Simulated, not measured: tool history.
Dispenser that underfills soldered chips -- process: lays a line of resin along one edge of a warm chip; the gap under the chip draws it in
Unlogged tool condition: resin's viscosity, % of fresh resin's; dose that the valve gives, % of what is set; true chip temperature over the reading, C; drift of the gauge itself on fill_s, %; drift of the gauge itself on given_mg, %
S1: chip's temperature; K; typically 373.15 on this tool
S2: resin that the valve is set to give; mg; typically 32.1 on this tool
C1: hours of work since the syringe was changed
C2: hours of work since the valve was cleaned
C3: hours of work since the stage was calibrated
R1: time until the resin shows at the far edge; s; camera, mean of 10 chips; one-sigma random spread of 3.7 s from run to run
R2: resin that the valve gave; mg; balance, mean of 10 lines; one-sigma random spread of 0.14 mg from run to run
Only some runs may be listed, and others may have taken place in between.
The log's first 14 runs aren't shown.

| run | day | S1 | S2 | C1 | C2 | C3 | R1 | R2 |
|---|---|---|---|---|---|---|---|---|
|  | 6.292 | new syringe of resin |
| 15 | 6.517 | 367.15 | 32.1 | 4 | 51 | 469 | 590.2 | 31.25 |
|  | 6.704 | new syringe of resin |
| 16 | 6.929 | 367.15 | 32.1 | 4 | 58 | 476 | 581.3 | 31.39 |
|  | 7.108 | new syringe of resin |
| 17 | 7.312 | 367.15 | 32.1 | 4 | 65 | 483 | 546.8 | 31.24 |
|  | 7.517 | dispensing valve cleaned and set on the balance |
|  | 7.579 | new syringe of resin |
| 18 | 7.708 | 367.15 | 32.1 | 2 | 3 | 489 | 513 | 32.21 |
|  | 7.988 | new syringe of resin |
| 19 | 8.246 | 379.15 | 32.1 | 5 | 13 | 498 | 335.8 | 31.8 |
|  | 8.4 | new syringe of resin |
|  | 8.8 | new syringe of resin |
| 20 | 8.862 | 379.15 | 32.1 | 1 | 23 | 509 | 278.3 | 31.75 |
|  | 9.221 | new syringe of resin |
| 21 | 9.392 | 379.15 | 32.1 | 3 | 32 | 518 | 306.4 | 31.74 |
|  | 9.625 | new syringe of resin |
| 22 | 9.908 | 363.15 | 38 | 5 | 41 | 527 | 709.6 | 37.34 |
|  | 10.029 | new syringe of resin |
| 23 | 10.262 | 383.15 | 36.4 | 4 | 48 | 533 | 273.9 | 35.94 |
|  | 10.454 | new syringe of resin |
| 24 | 10.575 | 377.15 | 32.1 | 2 | 53 | 539 | 326.3 | 31.43 |
|  | 10.85 | new syringe of resin |
|  | 11.246 | new syringe of resin |
| 25 | 11.246 | 382.15 | 40.6 | 0 | 64 | 550 | 223.4 | 39.77 |
|  | 11.471 | dispensing valve cleaned and set on the balance |
| 26 | 11.567 | 373.15 | 29.7 | 5 | 2 | 555 | 457.8 | 29.77 |
|  | 11.738 | new syringe of resin |
| 27 | 11.929 | 373.15 | 29.7 | 3 | 8 | 561 | 409.5 | 29.65 |
|  | 12.171 | new syringe of resin |
| 28 | 12.404 | 373.15 | 29.7 | 4 | 16 | 570 | 439.2 | 29.66 |
|  | 12.583 | new syringe of resin |
| 29 | 12.942 | 363.15 | 32.1 | 6 | 26 | 579 | 791.3 | 31.87 |
|  | 13.008 | new syringe of resin |
| 30 | 13.308 | 363.15 | 32.1 | 5 | 32 | 585 | 728.6 | 31.91 |
|  | 13.421 | new syringe of resin |
|  | 13.846 | new syringe of resin |
| 31 | 13.983 | 378.15 | 27.8 | 2 | 44 | 597 | 312.5 | 27.22 |
|  | 14.246 | new syringe of resin |
| 32 | 14.325 | 378.15 | 27.8 | 1 | 49 | 603 | 300.8 | 27.14 |
|  | 14.688 | new syringe of resin |
| 33 | 14.825 | 370.15 | 40.1 | 2 | 58 | 612 | 443.6 | 39.39 |

Below are 3 alternative next runs, each starting from the tool's condition after run 33. Predict each:
|  | 15.088 | new syringe of resin |
| A | 15.288 | 385.15 | 36.5 | 4 | 66 | 620 | ? | ? |
|  | 15.088 | new syringe of resin |
| B | 15.288 | 374.15 | 40.1 | 4 | 66 | 620 | ? | ? |
|  | 15.088 | new syringe of resin |
| C | 15.288 | 385.15 | 35.4 | 4 | 66 | 620 | ? | ? |

| run | R1 | R2 |
|---|---|---|
| A | 242.3 | 35.45 |
| B | 386.2 | 38.79 |
| C | 237.5 | 34.12 |
The same runs, with their run-to-run variation unchanged, on a tool lacking any hidden condition would have given:
| run | R1 | R2 |
|---|---|---|
| A | 215.5 | 36.43 |
| B | 345.5 | 39.87 |
| C | 211.2 | 35.07 |
